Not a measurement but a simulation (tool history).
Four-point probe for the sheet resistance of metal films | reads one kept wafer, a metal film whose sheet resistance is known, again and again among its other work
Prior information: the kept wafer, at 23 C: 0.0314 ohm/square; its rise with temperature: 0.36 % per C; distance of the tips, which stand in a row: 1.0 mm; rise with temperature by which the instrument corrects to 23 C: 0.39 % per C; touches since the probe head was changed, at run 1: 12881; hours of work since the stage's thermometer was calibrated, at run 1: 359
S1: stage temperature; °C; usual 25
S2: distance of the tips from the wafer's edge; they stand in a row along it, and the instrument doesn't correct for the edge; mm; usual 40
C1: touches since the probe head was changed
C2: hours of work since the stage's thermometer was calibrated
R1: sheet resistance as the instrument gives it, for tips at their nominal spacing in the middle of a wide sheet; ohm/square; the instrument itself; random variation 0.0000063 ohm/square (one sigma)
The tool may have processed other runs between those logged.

run     day  S1  S2     C1    C2        R1
  1       0  25  40  12881   359  0.031343
  2   3.638  25   3  14496   403  0.033096
  3   7.338  23  40  16140   449  0.031352
  4   9.783  18  40  17228   479  0.031404
  5  12.638  30  40  18496   515  0.031281
  6  14.529  23  40  19337   538  0.031353
  7  18.104  23  17  20923   582  0.031402
  8  22.112  23  17  22705   632  0.031407
  9  25.904  25   3  24390   679  0.033083
 10  30.188  25   3  26292   732  0.033079
 11  32.288  25   3  27226   758  0.033066
 12  35.004  25   5  28432   791  0.031971
 13  37.404  25  46  29499   821  0.031311
 14  40.067  25  46  30682   854  0.031309
 15  42.496  25  46  31761   884  0.031324
 16  46.129  26   8  33375   929  0.031552
 17  48.071  26   8  34237   953  0.031556
 18    51.7  28   5  35850   998  0.031927
 19  55.967  30  57  37744  1051  0.031263
     56.321  -- stage's thermometer calibrated
 20  58.971  25   4  39071    33  0.032294
 21  62.033  25   4  40432    71  0.032306
 22  64.496  33   3  41525   101  0.032961
 23  68.008  27  58  43086   145  0.031264
     69.204  -- stage's thermometer calibrated, once more
 24  71.479  35   7  44618    28  0.031562
 25  73.346  29  73  45447    51  0.031275
 26  76.075  29  73  46661    85  0.031271
 27  79.283  25   6  48086   125  0.031768
 28    83.1  25  25  49781   172  0.031329
 29  85.421  32  11  50813   201   0.03137

Consider 3 possible next runs. They are alternatives, not a sequence: every one starts from the tool as it was left by run 29. What does each give?
  A  90.05  21   9  52868  258   ?
  B  90.05  27  11  52868  258   ?
  C  90.05  23  16  52868  258   ?

run        R1
  A  0.031527
  B  0.031414
  C   0.03139
Without the tool's unlogged condition, the same runs would have read:
run        R1
  A   0.03161
  B  0.031497
  C  0.031473
